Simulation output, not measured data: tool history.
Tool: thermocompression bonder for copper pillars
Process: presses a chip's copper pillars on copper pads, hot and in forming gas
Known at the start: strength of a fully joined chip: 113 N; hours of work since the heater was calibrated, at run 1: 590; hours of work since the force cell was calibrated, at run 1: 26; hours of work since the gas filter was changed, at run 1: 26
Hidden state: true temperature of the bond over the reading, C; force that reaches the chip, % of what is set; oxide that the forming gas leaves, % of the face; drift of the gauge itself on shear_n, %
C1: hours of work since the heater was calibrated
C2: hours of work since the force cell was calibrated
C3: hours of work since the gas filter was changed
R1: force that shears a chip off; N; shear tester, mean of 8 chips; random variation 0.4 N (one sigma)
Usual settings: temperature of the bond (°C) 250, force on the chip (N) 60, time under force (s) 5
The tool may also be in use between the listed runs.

Run 1, hour 0.0: usual settings; C1 590; C2 26; C3 26. Result: R1 74.0 N.
Run 2, hour 9.2: usual settings; C1 596; C2 33; C3 33. Result: R1 74.6 N.
Run 3, hour 19.8: usual settings; C1 604; C2 41; C3 41. Result: R1 73.9 N.
Run 4, hour 27.8: usual settings; C1 610; C2 47; C3 47. Result: R1 74.0 N.
Run 5, hour 35.6: usual settings; C1 615; C2 52; C3 52. Result: R1 74.0 N.
Run 6, hour 44.6: usual settings; C1 622; C2 59; C3 59. Result: R1 74.5 N.
Run 7, hour 56.7: usual settings; C1 631; C2 67; C3 67. Result: R1 72.6 N.
Run 8, hour 66.4: usual settings; C1 638; C2 74; C3 74. Result: R1 73.6 N.
Run 9, hour 72.1: usual settings but time under force (s) 3; C1 642; C2 79; C3 79. Result: R1 63.8 N.
Run 10, hour 77.7: usual settings but time under force (s) 3; C1 646; C2 83; C3 83. Result: R1 63.5 N.
Run 11, hour 85.0: usual settings but temperature of the bond (°C) 279, force on the chip (N) 61, time under force (s) 8; C1 651; C2 88; C3 88. Result: R1 99.2 N.
Run 12, hour 93.3: usual settings but temperature of the bond (°C) 273, force on the chip (N) 48, time under force (s) 10; C1 657; C2 94; C3 94. Result: R1 95.4 N.
At hour 95.7: force cell calibrated.
Run 13, hour 100.3: usual settings but temperature of the bond (°C) 242; C1 661; C2 3; C3 98. Result: R1 66.3 N.
Run 14, hour 110.6: usual settings but temperature of the bond (°C) 242; C1 669; C2 11; C3 105. Result: R1 66.5 N.
Run 15, hour 120.3: usual settings but temperature of the bond (°C) 222, time under force (s) 3; C1 676; C2 18; C3 112. Result: R1 41.4 N.
Run 16, hour 126.9: usual settings but time under force (s) 10; C1 680; C2 23; C3 117. Result: R1 85.4 N.
Run 17, hour 135.9: usual settings but time under force (s) 10; C1 687; C2 29; C3 123. Result: R1 86.6 N.
Run 18, hour 143.0: usual settings but temperature of the bond (°C) 224, force on the chip (N) 84, time under force (s) 6; C1 692; C2 34; C3 129. Result: R1 63.6 N.
Run 19, hour 149.0: usual settings but temperature of the bond (°C) 225, force on the chip (N) 56, time under force (s) 8; C1 696; C2 39; C3 133. Result: R1 59.4 N.
At hour 160.4: force cell calibrated, once more.
Run 20, hour 160.4: usual settings but temperature of the bond (°C) 251, force on the chip (N) 44; C1 703; C2 0; C3 140. Result: R1 64.6 N.

Forecast each of these 3 alternatives for the next run:
Run A, hour 168.0: usual settings but temperature of the bond (°C) 251, force on the chip (N) 45, time under force (s) 4; C1 709; C2 5; C3 146. Result: R1 ?.
Run B, hour 168.0: usual settings but temperature of the bond (°C) 232, force on the chip (N) 55; C1 709; C2 5; C3 146. Result: R1 ?.
Run C, hour 168.0: usual settings but temperature of the bond (°C) 251, force on the chip (N) 89; C1 709; C2 5; C3 146. Result: R1 ?.

run    R1
  A  60.7
  B  55.8
  C  82.5
Without the tool's hidden state the same runs would have given:
run    R1
  A  57.1
  B  51.6
  C  80.5

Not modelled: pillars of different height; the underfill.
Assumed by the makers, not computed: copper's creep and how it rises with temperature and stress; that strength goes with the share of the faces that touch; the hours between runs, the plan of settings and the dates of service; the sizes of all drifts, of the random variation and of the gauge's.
